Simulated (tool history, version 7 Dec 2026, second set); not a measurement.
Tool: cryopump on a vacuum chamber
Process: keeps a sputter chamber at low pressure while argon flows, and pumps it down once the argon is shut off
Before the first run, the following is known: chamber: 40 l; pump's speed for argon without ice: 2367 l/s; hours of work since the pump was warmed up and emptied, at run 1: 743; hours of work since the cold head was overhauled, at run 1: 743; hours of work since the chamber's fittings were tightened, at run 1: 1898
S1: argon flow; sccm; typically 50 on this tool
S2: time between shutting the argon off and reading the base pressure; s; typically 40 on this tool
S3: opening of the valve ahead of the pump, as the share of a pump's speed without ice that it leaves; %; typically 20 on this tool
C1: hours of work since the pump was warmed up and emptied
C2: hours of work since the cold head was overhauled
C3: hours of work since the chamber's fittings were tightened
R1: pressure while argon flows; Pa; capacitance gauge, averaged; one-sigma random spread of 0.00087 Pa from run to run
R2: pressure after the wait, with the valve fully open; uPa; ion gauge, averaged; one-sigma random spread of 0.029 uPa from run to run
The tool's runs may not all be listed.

run,hour,S1,S2,S3,C1,C2,C3,R1,R2
1,0,50,40,20,743,743,1898,0.1889,2.55
2,26.4,50,40,36,761,761,1917,0.1092,2.65
3,61,50,40,36,786,786,1941,0.1091,2.63
4,94,50,40,36,809,809,1964,0.1102,2.64
5,128,50,40,36,833,833,1988,0.1097,2.73
6,155,50,40,36,852,852,2007,0.1109,2.71
7,189.1,50,40,20,876,876,2031,0.1908,2.69
8,227,50,40,20,903,903,2058,0.1902,2.77
9,254.9,50,108,20,922,922,2078,0.191,1.96
10,291.7,50,108,20,948,948,2104,0.1921,1.99
11,322.4,50,108,23,970,970,2125,0.1695,2.04
12,340,50,67,53,982,982,2138,0.0806,2.39
13,377.4,50,67,53,1009,1009,2164,0.0818,2.36
14,411.3,44,40,20,1032,1032,2188,0.1702,2.96
15,442,50,246,20,1054,1054,2210,0.1955,1.86
16,466.9,50,40,29,1072,1072,2227,0.1393,2.99
17,491.6,50,40,29,1089,1089,2245,0.1393,2.89
# hour 498.3: pump warmed up, emptied and cooled again
18,512.6,50,40,29,10,1100,2256,0.1229,2.46
19,534.8,43,109,29,26,1116,2271,0.1061,1.65
20,563,23,109,29,46,1136,2291,0.0564,1.72
21,583.9,23,43,29,60,1151,2306,0.0565,2.47
22,613.2,32,29,22,81,1171,2327,0.1041,2.95

Hidden state or all else? Some run-to-run changes of R1, split into what the settings, what came in and random variation would give without the hidden state, and what is left for the hidden state (with any gauge scatter that isn't in both results):
Unlogged tool condition in this case: pump's speed, % of a pump's without ice; cold plate's temperature, K; leak into the chamber, uPa l/s; drift of the gauge itself on working_pa, %; drift of the gauge itself on base_upa, %.
Run 11 -> 12: S2 108 -> 67, S3 23 -> 53. R1 -0.0889 Pa: hidden state +0.0002, all else -0.0891.
Run 13 -> 14: S1 50 -> 44, S2 67 -> 40, S3 53 -> 20. R1 +0.0884 Pa: hidden state -0.0012, all else +0.0896.
Run 14 -> 15: S1 44 -> 50, S2 40 -> 246. R1 +0.0253 Pa: hidden state +0.0023, all else +0.023.
Run 17 -> 18: pump warmed up, emptied and cooled again. R1 -0.0164 Pa: hidden state -0.0152, all else -0.0012.

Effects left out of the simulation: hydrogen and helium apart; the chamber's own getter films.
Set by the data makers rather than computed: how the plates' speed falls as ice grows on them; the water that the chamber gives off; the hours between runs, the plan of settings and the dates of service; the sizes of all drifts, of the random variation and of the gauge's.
